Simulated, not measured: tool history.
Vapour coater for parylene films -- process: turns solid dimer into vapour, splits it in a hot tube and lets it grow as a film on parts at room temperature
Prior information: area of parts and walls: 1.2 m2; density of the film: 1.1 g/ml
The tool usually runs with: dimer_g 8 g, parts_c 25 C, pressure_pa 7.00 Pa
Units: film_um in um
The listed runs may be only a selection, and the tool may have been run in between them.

{"run": 1, "day": 0.0, "dimer_g": 8, "parts_c": 25, "pressure_pa": 7.0, "film_um": 4.16}
{"run": 2, "day": 1.212, "dimer_g": 8, "parts_c": 25, "pressure_pa": 7.0, "film_um": 4.16}
{"run": 3, "day": 2.542, "dimer_g": 8, "parts_c": 25, "pressure_pa": 7.0, "film_um": 4.14}
{"run": 4, "day": 3.904, "dimer_g": 8, "parts_c": 25, "pressure_pa": 7.0, "film_um": 4.12}
{"run": 5, "day": 5.292, "dimer_g": 8, "parts_c": 25, "pressure_pa": 7.0, "film_um": 4.22}
{"run": 6, "day": 5.946, "dimer_g": 8, "parts_c": 25, "pressure_pa": 7.0, "film_um": 4.13}
{"run": 7, "day": 7.179, "dimer_g": 8, "parts_c": 25, "pressure_pa": 7.0, "film_um": 4.17}
{"run": 8, "day": 8.042, "dimer_g": 8, "parts_c": 24, "pressure_pa": 7.0, "film_um": 4.37}
{"run": 9, "day": 9.058, "dimer_g": 8, "parts_c": 25, "pressure_pa": 7.0, "film_um": 4.09}
{"run": 10, "day": 10.196, "dimer_g": 4, "parts_c": 25, "pressure_pa": 7.0, "film_um": 2.1}
{"run": 11, "day": 11.371, "dimer_g": 8, "parts_c": 25, "pressure_pa": 7.0, "film_um": 4.15}
{"run": 12, "day": 12.442, "dimer_g": 8, "parts_c": 25, "pressure_pa": 7.0, "film_um": 4.18}
{"run": 13, "day": 13.512, "dimer_g": 8, "parts_c": 25, "pressure_pa": 7.0, "film_um": 4.17}
{"run": 14, "day": 14.854, "dimer_g": 8, "parts_c": 25, "pressure_pa": 7.0, "film_um": 4.11}
{"run": 15, "day": 16.05, "dimer_g": 8, "parts_c": 25, "pressure_pa": 7.0, "film_um": 4.15}
{"run": 16, "day": 17.55, "dimer_g": 8, "parts_c": 25, "pressure_pa": 4.15, "film_um": 4.28}
{"run": 17, "day": 18.896, "dimer_g": 8, "parts_c": 25, "pressure_pa": 8.24, "film_um": 4.17}
{"run": 18, "day": 19.538, "dimer_g": 8, "parts_c": 25, "pressure_pa": 4.82, "film_um": 4.2}
{"run": 19, "day": 20.617, "dimer_g": 8, "parts_c": 25, "pressure_pa": 4.82, "film_um": 4.27}
{"run": 20, "day": 22.008, "dimer_g": 8, "parts_c": 25, "pressure_pa": 4.82, "film_um": 4.29}
{"run": 21, "day": 22.958, "dimer_g": 6, "parts_c": 25, "pressure_pa": 7.0, "film_um": 3.12}
{"run": 22, "day": 24.338, "dimer_g": 8, "parts_c": 25, "pressure_pa": 7.0, "film_um": 4.16}
{"run": 23, "day": 25.446, "dimer_g": 8, "parts_c": 25, "pressure_pa": 7.0, "film_um": 4.21}
{"run": 24, "day": 26.512, "dimer_g": 4, "parts_c": 18, "pressure_pa": 11.8, "film_um": 2.8}
{"run": 25, "day": 27.983, "dimer_g": 4, "parts_c": 18, "pressure_pa": 11.8, "film_um": 2.8}
{"run": 26, "day": 29.375, "dimer_g": 8, "parts_c": 25, "pressure_pa": 2.24, "film_um": 4.4}
{"run": 27, "day": 30.771, "dimer_g": 9, "parts_c": 27, "pressure_pa": 2.28, "film_um": 4.56}
{"run": 28, "day": 31.592, "dimer_g": 4, "parts_c": 35, "pressure_pa": 4.93, "film_um": 1.29}
{"run": 29, "day": 32.254, "dimer_g": 4, "parts_c": 35, "pressure_pa": 4.93, "film_um": 1.31}
{"run": 30, "day": 33.058, "dimer_g": 4, "parts_c": 35, "pressure_pa": 9.53, "film_um": 1.29}
{"run": 31, "day": 34.162, "dimer_g": 4, "parts_c": 21, "pressure_pa": 3.39, "film_um": 2.61}
{"run": 32, "day": 35.65, "dimer_g": 8, "parts_c": 29, "pressure_pa": 4.16, "film_um": 3.57}
{"run": 33, "day": 36.95, "dimer_g": 7, "parts_c": 31, "pressure_pa": 4.16, "film_um": 2.81}
{"run": 34, "day": 37.754, "dimer_g": 13, "parts_c": 21, "pressure_pa": 7.0, "film_um": 8.1}
{"run": 35, "day": 39.217, "dimer_g": 6, "parts_c": 22, "pressure_pa": 10.0, "film_um": 3.51}
{"run": 36, "day": 40.379, "dimer_g": 4, "parts_c": 30, "pressure_pa": 8.83, "film_um": 1.63}
{"run": 37, "day": 41.404, "dimer_g": 4, "parts_c": 30, "pressure_pa": 8.83, "film_um": 1.63}
{"run": 38, "day": 42.129, "dimer_g": 4, "parts_c": 30, "pressure_pa": 8.83, "film_um": 1.63}
{"run": 39, "day": 43.538, "dimer_g": 3, "parts_c": 25, "pressure_pa": 3.41, "film_um": 1.58}
{"run": 40, "day": 44.354, "dimer_g": 5, "parts_c": 21, "pressure_pa": 2.3, "film_um": 3.36}
{"run": 41, "day": 45.838, "dimer_g": 11, "parts_c": 21, "pressure_pa": 6.36, "film_um": 6.88}
{"run": 42, "day": 46.9, "dimer_g": 5, "parts_c": 33, "pressure_pa": 4.54, "film_um": 1.83}
{"run": 43, "day": 47.608, "dimer_g": 5, "parts_c": 33, "pressure_pa": 4.54, "film_um": 1.82}
{"run": 44, "day": 48.642, "dimer_g": 5, "parts_c": 23, "pressure_pa": 3.45, "film_um": 2.97}
{"run": 45, "day": 49.725, "dimer_g": 8, "parts_c": 23, "pressure_pa": 7.0, "film_um": 4.55}
{"run": 46, "day": 50.5, "dimer_g": 6, "parts_c": 25, "pressure_pa": 2.12, "film_um": 3.37}

Not shown: 2 entries that the log had between the listed runs. Between which runs, and how does the tool's hidden state differ before and after?
Logged between run 20 and run 21: trap's valve overhauled (day 22.862)
  vapour lost through the trap's worn valve, %: 0.4 -> 0
Logged between run 43 and run 44: trap's valve overhauled (day 48.312)
  vapour lost through the trap's worn valve, %: 0.5 -> 0
